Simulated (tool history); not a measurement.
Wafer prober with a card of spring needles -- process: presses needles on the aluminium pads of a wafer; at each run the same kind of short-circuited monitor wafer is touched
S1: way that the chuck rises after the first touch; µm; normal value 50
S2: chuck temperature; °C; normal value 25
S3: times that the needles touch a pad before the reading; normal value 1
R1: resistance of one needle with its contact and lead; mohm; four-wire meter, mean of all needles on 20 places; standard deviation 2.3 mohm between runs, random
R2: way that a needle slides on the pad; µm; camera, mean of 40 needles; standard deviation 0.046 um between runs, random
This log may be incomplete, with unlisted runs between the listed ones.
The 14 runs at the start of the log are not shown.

| run | hour | S1 | S2 | S3 | R1 | R2 |
|---|---|---|---|---|---|---|
|  | 110.5 | tips cleaned on abrasive film |
| 15 | 117.3 | 50 | 25 | 1 | 258 | 9.88 |
| 16 | 121.9 | 50 | 25 | 1 | 257 | 9.72 |
|  | 126.1 | tips cleaned on abrasive film |
| 17 | 126.6 | 50 | 25 | 1 | 257 | 9.8 |
|  | 132.2 | gauge calibrated |
| 18 | 132.2 | 50 | 25 | 1 | 255 | 10.11 |
| 19 | 138.6 | 50 | 25 | 1 | 259 | 10.04 |
|  | 141.9 | tips cleaned on abrasive film |
| 20 | 147.3 | 50 | 108 | 2 | 278 | 10.06 |
| 21 | 155.8 | 50 | 117 | 2 | 281 | 9.99 |
|  | 157.8 | tips cleaned on abrasive film |
| 22 | 162.8 | 50 | 117 | 2 | 281 | 10 |
| 23 | 170.8 | 32 | 46 | 3 | 276 | 6.42 |
|  | 173.4 | tips cleaned on abrasive film |
| 24 | 178.5 | 55 | 29 | 2 | 261 | 10.96 |
| 25 | 188.3 | 48 | 25 | 1 | 261 | 9.6 |
|  | 189 | tips cleaned on abrasive film |
| 26 | 193.4 | 48 | 25 | 1 | 261 | 9.56 |
| 27 | 198.1 | 57 | 108 | 1 | 278 | 11.24 |
|  | 204.6 | tips cleaned on abrasive film |
| 28 | 208.5 | 40 | 108 | 1 | 286 | 7.9 |
| 29 | 216.1 | 36 | 108 | 1 | 291 | 7.06 |
|  | 220.3 | tips cleaned on abrasive film |
| 30 | 223.6 | 36 | 108 | 1 | 289 | 7.09 |
| 31 | 230.2 | 50 | 37 | 2 | 260 | 9.82 |
| 32 | 234.9 | 50 | 37 | 2 | 261 | 9.87 |
|  | 235.9 | tips cleaned on abrasive film |
| 33 | 239.5 | 33 | 25 | 2 | 268 | 6.5 |
| 34 | 244.5 | 33 | 25 | 2 | 266 | 6.48 |

Predict each of these 3 candidate next runs independently; none follows another, all start after run 34:
| A | 250.7 | 40 | 27 | 3 | ? | ? |
| B | 250.7 | 42 | 45 | 2 | ? | ? |
| C | 250.7 | 60 | 25 | 1 | ? | ? |

| run | R1 | R2 |
|---|---|---|
| A | 264 | 7.81 |
| B | 268 | 8.25 |
| C | 257 | 11.74 |
What these runs would have given with no unlogged condition in the tool:
| run | R1 | R2 |
|---|---|---|
| A | 264 | 8.01 |
| B | 267 | 8.47 |
| C | 256 | 12.05 |
